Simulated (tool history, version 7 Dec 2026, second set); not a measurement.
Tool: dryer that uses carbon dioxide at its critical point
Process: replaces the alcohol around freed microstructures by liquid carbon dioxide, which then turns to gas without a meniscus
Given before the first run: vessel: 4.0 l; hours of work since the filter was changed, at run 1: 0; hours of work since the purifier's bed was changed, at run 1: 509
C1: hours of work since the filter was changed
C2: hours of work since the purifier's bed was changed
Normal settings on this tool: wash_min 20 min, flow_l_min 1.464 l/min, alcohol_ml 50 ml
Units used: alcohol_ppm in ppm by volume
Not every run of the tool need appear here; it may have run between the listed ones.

run 1 day=0.000 | wash_min=20 flow_l_min=1.464 alcohol_ml=50 | C1=0 C2=509 | alcohol_ppm=153
run 2 day=0.967 | wash_min=20 flow_l_min=1.464 alcohol_ml=28 | C1=14 C2=523 | alcohol_ppm=122
run 3 day=2.508 | wash_min=20 flow_l_min=1.464 alcohol_ml=98 | C1=36 C2=545 | alcohol_ppm=228
run 4 day=3.392 | wash_min=20 flow_l_min=1.464 alcohol_ml=98 | C1=49 C2=557 | alcohol_ppm=220
run 5 day=5.254 | wash_min=20 flow_l_min=1.464 alcohol_ml=98 | C1=76 C2=584 | alcohol_ppm=219
run 6 day=6.421 | wash_min=20 flow_l_min=1.464 alcohol_ml=98 | C1=92 C2=601 | alcohol_ppm=245
run 7 day=7.262 | wash_min=20 flow_l_min=1.464 alcohol_ml=98 | C1=104 C2=613 | alcohol_ppm=243
run 8 day=8.058 | wash_min=13 flow_l_min=0.970 alcohol_ml=32 | C1=116 C2=624 | alcohol_ppm=1058
run 9 day=9.488 | wash_min=22 flow_l_min=0.920 alcohol_ml=32 | C1=136 C2=645 | alcohol_ppm=392
run 10 day=10.942 | wash_min=27 flow_l_min=0.920 alcohol_ml=69 | C1=157 C2=666 | alcohol_ppm=391
run 11 day=11.762 | wash_min=27 flow_l_min=0.920 alcohol_ml=69 | C1=169 C2=678 | alcohol_ppm=410
run 12 day=13.179 | wash_min=13 flow_l_min=1.020 alcohol_ml=50 | C1=189 C2=698 | alcohol_ppm=1512
run 13 day=15.046 | wash_min=13 flow_l_min=1.020 alcohol_ml=50 | C1=216 C2=725 | alcohol_ppm=1568

4 ways to go on from here, each from the tool as it stands after run 13. What would each give?
run A day=15.842 | wash_min=19 flow_l_min=2.070 alcohol_ml=46 | C1=228 C2=736 | alcohol_ppm=?
run B day=15.842 | wash_min=13 flow_l_min=1.030 alcohol_ml=50 | C1=228 C2=736 | alcohol_ppm=?
run C day=15.842 | wash_min=13 flow_l_min=1.510 alcohol_ml=41 | C1=228 C2=736 | alcohol_ppm=?
run D day=15.842 | wash_min=27 flow_l_min=1.464 alcohol_ml=34 | C1=228 C2=736 | alcohol_ppm=?

run=A alcohol_ppm=142
run=B alcohol_ppm=1540
run=C alcohol_ppm=486
run=D alcohol_ppm=132
The same runs, with their run-to-run variation unchanged, on a tool lacking any hidden condition would have given:
run=A alcohol_ppm=21
run=B alcohol_ppm=1168
run=C alcohol_ppm=279
run=D alcohol_ppm=9

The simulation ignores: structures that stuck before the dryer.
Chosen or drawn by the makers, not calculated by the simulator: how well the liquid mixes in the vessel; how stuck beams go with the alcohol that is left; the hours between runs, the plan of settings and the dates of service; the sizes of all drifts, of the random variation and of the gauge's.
